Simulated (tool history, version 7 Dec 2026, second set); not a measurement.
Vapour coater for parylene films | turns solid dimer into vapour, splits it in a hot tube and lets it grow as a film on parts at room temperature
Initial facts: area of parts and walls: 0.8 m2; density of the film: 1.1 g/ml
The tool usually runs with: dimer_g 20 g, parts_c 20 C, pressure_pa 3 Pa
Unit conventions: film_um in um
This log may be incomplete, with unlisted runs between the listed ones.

Run 1, hour 0: usual settings. Result: film_um 18.54 um.
Run 2, hour 6.7: usual settings. Result: film_um 18.14 um.
Run 3, hour 17.5: usual settings. Result: film_um 18.26 um.
Run 4, hour 32.6: usual settings. Result: film_um 18.05 um.
Run 5, hour 42.9: usual settings. Result: film_um 18.31 um.
Run 6, hour 57.8: usual settings. Result: film_um 17.99 um.
Run 7, hour 66.9: usual settings but dimer_g 19 g. Result: film_um 17.18 um.
Run 8, hour 79.8: usual settings but dimer_g 19 g. Result: film_um 17.17 um.
Run 9, hour 92.1: usual settings but dimer_g 19 g. Result: film_um 17.25 um.
Run 10, hour 102: usual settings but pressure_pa 11.83 Pa. Result: film_um 14.09 um.
Run 11, hour 109.5: usual settings but pressure_pa 11.83 Pa. Result: film_um 13.94 um.
Run 12, hour 116: usual settings. Result: film_um 17.9 um.
Run 13, hour 129.2: usual settings. Result: film_um 17.91 um.
Run 14, hour 138.9: usual settings. Result: film_um 17.83 um.
Run 15, hour 151: usual settings. Result: film_um 17.77 um.
Run 16, hour 165.9: usual settings but parts_c 25 C. Result: film_um 14.03 um.
Run 17, hour 173.6: usual settings but dimer_g 30 g, parts_c 25 C. Result: film_um 20.66 um.
At hour 178.5: gauge calibrated.
Run 18, hour 188.4: usual settings but dimer_g 30 g, parts_c 25 C. Result: film_um 21.39 um.
Run 19, hour 201.6: usual settings but dimer_g 30 g, parts_c 25 C. Result: film_um 21.38 um.
Run 20, hour 208.6: usual settings but parts_c 21 C. Result: film_um 17.35 um.
Run 21, hour 218.9: usual settings but dimer_g 31 g, parts_c 21 C. Result: film_um 26.89 um.
Run 22, hour 228.6: usual settings but parts_c 23 C. Result: film_um 15.57 um.
Run 23, hour 243.7: usual settings but parts_c 29 C. Result: film_um 11.55 um.
Run 24, hour 252.6: usual settings but dimer_g 23 g, parts_c 12 C, pressure_pa 4.12 Pa. Result: film_um 25.16 um.
Run 25, hour 268.5: usual settings but dimer_g 26 g, parts_c 16 C, pressure_pa 3.97 Pa. Result: film_um 27.22 um.
Run 26, hour 281.9: usual settings but dimer_g 31 g, parts_c 16 C, pressure_pa 2.56 Pa. Result: film_um 33.72 um.
Run 27, hour 292.1: usual settings but dimer_g 31 g, parts_c 16 C, pressure_pa 2.56 Pa. Result: film_um 33.54 um.
Run 28, hour 301.3: usual settings but dimer_g 31 g, parts_c 16 C, pressure_pa 2.56 Pa. Result: film_um 33.96 um.
Run 29, hour 316: usual settings but dimer_g 15 g, parts_c 26 C, pressure_pa 10.41 Pa. Result: film_um 7.93 um.
Run 30, hour 325.7: usual settings but parts_c 27 C, pressure_pa 4.08 Pa. Result: film_um 11.88 um.
Run 31, hour 339.1: usual settings but parts_c 15 C. Result: film_um 21.63 um.
Run 32, hour 352.9: usual settings but dimer_g 16 g, parts_c 22 C, pressure_pa 2.63 Pa. Result: film_um 13.07 um.
Run 33, hour 367.1: usual settings but pressure_pa 6.19 Pa. Result: film_um 15.58 um.
Run 34, hour 375.9: usual settings but dimer_g 21 g, parts_c 13 C. Result: film_um 22.64 um.
Run 35, hour 391.1: usual settings but dimer_g 22 g, parts_c 13 C, pressure_pa 3.1 Pa. Result: film_um 23.69 um.
At hour 399.1: trap's valve overhauled.
Run 36, hour 410.2: usual settings but dimer_g 22 g, parts_c 13 C, pressure_pa 3.1 Pa. Result: film_um 23.69 um.
Run 37, hour 426.1: usual settings but dimer_g 22 g, parts_c 13 C, pressure_pa 3.1 Pa. Result: film_um 23.68 um.
Run 38, hour 441.6: usual settings but pressure_pa 11.86 Pa. Result: film_um 13.68 um.
Run 39, hour 450: usual settings but dimer_g 15 g, parts_c 14 C, pressure_pa 11.86 Pa. Result: film_um 13.84 um.
Run 40, hour 460.2: usual settings but dimer_g 15 g, parts_c 14 C, pressure_pa 11.86 Pa. Result: film_um 13.9 um.
Run 41, hour 473.5: usual settings but dimer_g 15 g, parts_c 14 C, pressure_pa 11.86 Pa. Result: film_um 13.73 um.

Estimate the outcome of run 42 from the log above:
Run 42, hour 483.2: usual settings but dimer_g 15 g, parts_c 14 C, pressure_pa 11.86 Pa. Result: film_um ?.

{"run 42": {"film_um": 13.63}}
Had the tool carried no hidden state, the very same run would have given film_um 14.36 um.
